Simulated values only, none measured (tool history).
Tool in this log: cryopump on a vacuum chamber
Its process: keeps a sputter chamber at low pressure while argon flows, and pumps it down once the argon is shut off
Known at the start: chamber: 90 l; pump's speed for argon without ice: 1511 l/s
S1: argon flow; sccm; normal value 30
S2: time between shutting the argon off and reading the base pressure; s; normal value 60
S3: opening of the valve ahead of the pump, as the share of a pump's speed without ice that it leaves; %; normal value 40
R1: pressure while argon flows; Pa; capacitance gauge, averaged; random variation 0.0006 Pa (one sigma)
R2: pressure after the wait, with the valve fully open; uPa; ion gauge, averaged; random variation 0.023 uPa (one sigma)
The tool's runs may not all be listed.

run	day	S1	S2	S3	R1	R2
1	0	30	60	40	0.092	1.26
2	0.771	30	60	40	0.0919	1.23
3	1.425	30	60	40	0.0939	1.27
4	2	30	28	40	0.0935	1.86
5	3.242	30	28	40	0.0938	1.85
6	4.112	30	60	40	0.0944	1.3
7	4.658	30	60	40	0.0947	1.28
8	5.238	30	60	40	0.0939	1.32
9	6.538	36	122	33	0.1354	1.04
10	7.254	36	122	33	0.135	1.02
11	8.442	36	122	33	0.1225	0.86
12	9.279	31	60	40	0.0865	1.16
13	10.042	21	60	18	0.1318	1.14
14	10.875	30	159	40	0.0842	0.88
15	11.433	30	45	40	0.0835	1.35
16	11.992	12	60	28	0.0481	1.16

Removed from this log: 1 entry logged between the listed runs. Between which two listed runs does each belong, and how does the tool's hidden state at the listed run before it compare with that at the listed run after it?
Between runs 10 and 11: pump warmed up, emptied and cooled again (day 7.979)
  pump's speed, % of a pump's without ice: 76.8 -> 99.7; cold plate's temperature, K: 12.35 -> 12.36; leak into the chamber, uPa l/s: 916 -> 926
  difference, measured minus the result without the unlogged condition, R1: +0.0126 -> +0.0004 Pa; R2: +0.6 -> +0.41 uPa
